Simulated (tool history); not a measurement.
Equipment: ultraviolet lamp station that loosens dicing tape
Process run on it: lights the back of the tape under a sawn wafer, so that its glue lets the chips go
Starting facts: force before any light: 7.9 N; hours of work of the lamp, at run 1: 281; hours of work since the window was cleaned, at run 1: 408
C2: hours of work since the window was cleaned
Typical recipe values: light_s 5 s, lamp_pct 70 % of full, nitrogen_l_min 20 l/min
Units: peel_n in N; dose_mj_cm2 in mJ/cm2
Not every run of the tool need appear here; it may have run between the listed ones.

run 1 hour=0.0 | light_s=5 lamp_pct=70 nitrogen_l_min=20 | hours_of_work_of_the_lamp=281 C2=408 | peel_n=1.587 dose_mj_cm2=215
run 2 hour=37.0 | light_s=5 lamp_pct=70 nitrogen_l_min=20 | hours_of_work_of_the_lamp=306 C2=432 | peel_n=1.604 dose_mj_cm2=202
run 3 hour=60.0 | light_s=5 lamp_pct=70 nitrogen_l_min=13 | hours_of_work_of_the_lamp=321 C2=447 | peel_n=2.011 dose_mj_cm2=203
run 4 hour=80.8 | light_s=5 lamp_pct=70 nitrogen_l_min=20 | hours_of_work_of_the_lamp=334 C2=461 | peel_n=1.679 dose_mj_cm2=201
run 5 hour=102.3 | light_s=5 lamp_pct=70 nitrogen_l_min=20 | hours_of_work_of_the_lamp=348 C2=475 | peel_n=1.737 dose_mj_cm2=203
run 6 hour=136.0 | light_s=5 lamp_pct=70 nitrogen_l_min=20 | hours_of_work_of_the_lamp=370 C2=497 | peel_n=1.766 dose_mj_cm2=199
run 7 hour=172.0 | light_s=5 lamp_pct=70 nitrogen_l_min=20 | hours_of_work_of_the_lamp=393 C2=520 | peel_n=1.714 dose_mj_cm2=193
run 8 hour=211.2 | light_s=5 lamp_pct=70 nitrogen_l_min=20 | hours_of_work_of_the_lamp=419 C2=546 | peel_n=1.827 dose_mj_cm2=193
run 9 hour=230.8 | light_s=5 lamp_pct=70 nitrogen_l_min=20 | hours_of_work_of_the_lamp=432 C2=558 | peel_n=1.845 dose_mj_cm2=192
-- hour=265.3 window cleaned of glue's vapour
run 10 hour=279.1 | light_s=5 lamp_pct=70 nitrogen_l_min=20 | hours_of_work_of_the_lamp=463 C2=9 | peel_n=1.533 dose_mj_cm2=221
run 11 hour=304.6 | light_s=6 lamp_pct=84 nitrogen_l_min=14 | hours_of_work_of_the_lamp=479 C2=26 | peel_n=0.975 dose_mj_cm2=315
run 12 hour=350.8 | light_s=6 lamp_pct=79 nitrogen_l_min=14 | hours_of_work_of_the_lamp=510 C2=56 | peel_n=1.104 dose_mj_cm2=293
run 13 hour=387.5 | light_s=6 lamp_pct=93 nitrogen_l_min=12 | hours_of_work_of_the_lamp=533 C2=80 | peel_n=0.881 dose_mj_cm2=336
run 14 hour=421.1 | light_s=2 lamp_pct=96 nitrogen_l_min=14 | hours_of_work_of_the_lamp=555 C2=101 | peel_n=3.531 dose_mj_cm2=113
run 15 hour=469.0 | light_s=2 lamp_pct=63 nitrogen_l_min=14 | hours_of_work_of_the_lamp=587 C2=133 | peel_n=4.816 dose_mj_cm2=77
run 16 hour=504.6 | light_s=5 lamp_pct=70 nitrogen_l_min=22 | hours_of_work_of_the_lamp=610 C2=156 | peel_n=1.635 dose_mj_cm2=202

Run 17 has not been measured yet. What should we expect?
run 17 hour=550.7 | light_s=3 lamp_pct=70 nitrogen_l_min=38 | hours_of_work_of_the_lamp=640 C2=186 | peel_n=? dose_mj_cm2=?

{"run 17": {"peel_n": 2.749, "dose_mj_cm2": 117}}
Minus the tool's unlogged condition, the same run would have read peel_n 2.026 N, dose_mj_cm2 152 mJ/cm2.

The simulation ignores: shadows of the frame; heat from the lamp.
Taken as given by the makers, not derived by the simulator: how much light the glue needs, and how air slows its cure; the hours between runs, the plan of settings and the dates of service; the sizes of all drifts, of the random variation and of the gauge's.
